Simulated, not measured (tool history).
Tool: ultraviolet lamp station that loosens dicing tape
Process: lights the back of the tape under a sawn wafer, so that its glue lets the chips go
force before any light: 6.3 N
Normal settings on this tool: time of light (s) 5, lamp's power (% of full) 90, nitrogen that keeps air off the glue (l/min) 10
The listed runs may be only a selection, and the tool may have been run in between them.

run	hour	time of light (s)	lamp's power (% of full)	nitrogen that keeps air off the glue (l/min)	force that peels the tape off (N)	light that reached the tape (J/m2)
1	0	5	90	10	0.286	4940
2	17.1	5	90	10	0.301	4880
3	52	5	90	4	0.745	4850
4	68.5	5	90	4	0.745	4790
5	101.2	5	90	4	0.758	4720
6	126.3	5	88	10	0.357	4570
7	157.3	5	88	10	0.364	4500
8	184	5	88	10	0.381	4510
9	203.7	5	88	10	0.38	4430
10	240.3	5	88	10	0.398	4350
11	274.1	10	88	10	0.078	8690
12	290.8	10	88	10	0.076	8620
13	325	5	90	10	0.41	4320
14	350.2	5	90	10	0.429	4290
15	379.3	5	90	10	0.431	4170
16	406.7	9	90	10	0.097	7520
17	422.5	5	90	15	0.297	4200
18	450.4	5	90	15	0.342	4110
19	476.8	5	90	15	0.33	4020
20	494.5	5	90	15	0.345	4040
21	516.8	5	90	10	0.491	4000
22	552	5	90	10	0.528	3980
23	572.7	8	100	14	0.097	6920
24	599.3	2	90	10	2.394	1540
25	623.4	3	90	4	2.213	2280
26	647.3	3	90	4	2.261	2220
27	665.9	6	93	4	0.818	4640
28	685.4	9	74	7	0.319	5500
29	720.3	9	74	7	0.318	5400
30	740.6	9	74	7	0.343	5350
31	775.6	5	70	4	1.727	2780
# hour 778.8: window cleaned of glue's vapour
32	809.4	5	70	4	1.388	3310
33	838	5	70	4	1.42	3320
34	870.4	3	76	6	2.067	2070

Run 35 has not been measured yet. What should we expect?
35	899.7	3	86	6	?	?

Run 35 measured force that peels the tape off (N) 1.808, light that reached the tape (J/m2) 2320.
On a tool with no hidden condition, and with the same random variation, this run would have come out at force that peels the tape off (N) 1.012, light that reached the tape (J/m2) 3420.
